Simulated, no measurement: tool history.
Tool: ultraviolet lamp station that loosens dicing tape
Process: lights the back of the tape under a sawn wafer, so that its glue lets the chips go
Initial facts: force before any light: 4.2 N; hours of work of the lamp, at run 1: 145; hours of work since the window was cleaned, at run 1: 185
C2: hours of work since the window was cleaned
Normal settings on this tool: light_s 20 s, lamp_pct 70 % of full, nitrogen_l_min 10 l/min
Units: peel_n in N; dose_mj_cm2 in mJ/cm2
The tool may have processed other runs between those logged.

Run 1, hour 0.0: usual settings; hours of work of the lamp 145; C2 185. Result: peel_n 0.207 N, dose_mj_cm2 313 mJ/cm2.
Run 2, hour 8.6: usual settings but lamp_pct 75 % of full; hours of work of the lamp 149; C2 189. Result: peel_n 0.178 N, dose_mj_cm2 339 mJ/cm2.
Run 3, hour 17.5: usual settings but light_s 12 s; hours of work of the lamp 153; C2 193. Result: peel_n 0.629 N, dose_mj_cm2 190 mJ/cm2.
Run 4, hour 25.8: usual settings but light_s 12 s; hours of work of the lamp 157; C2 196. Result: peel_n 0.627 N, dose_mj_cm2 189 mJ/cm2.
Run 5, hour 33.2: usual settings but light_s 12 s; hours of work of the lamp 160; C2 200. Result: peel_n 0.633 N, dose_mj_cm2 192 mJ/cm2.
Run 6, hour 45.0: usual settings but light_s 12 s; hours of work of the lamp 165; C2 205. Result: peel_n 0.628 N, dose_mj_cm2 188 mJ/cm2.
Run 7, hour 52.2: usual settings but light_s 12 s; hours of work of the lamp 168; C2 208. Result: peel_n 0.636 N, dose_mj_cm2 195 mJ/cm2.
Run 8, hour 65.0: usual settings but light_s 12 s; hours of work of the lamp 174; C2 214. Result: peel_n 0.633 N, dose_mj_cm2 185 mJ/cm2.
Run 9, hour 77.6: usual settings but light_s 12 s; hours of work of the lamp 180; C2 220. Result: peel_n 0.623 N, dose_mj_cm2 192 mJ/cm2.

Expected results for the next run?
Run 10, hour 86.9: usual settings but lamp_pct 86 % of full; hours of work of the lamp 184; C2 224. Result: peel_n ?, dose_mj_cm2 ?.

{"run 10": {"peel_n": 0.122, "dose_mj_cm2": 389}}
On a tool with no hidden condition, and with the same random variation, this run would have come out at peel_n 0.122 N, dose_mj_cm2 390 mJ/cm2.
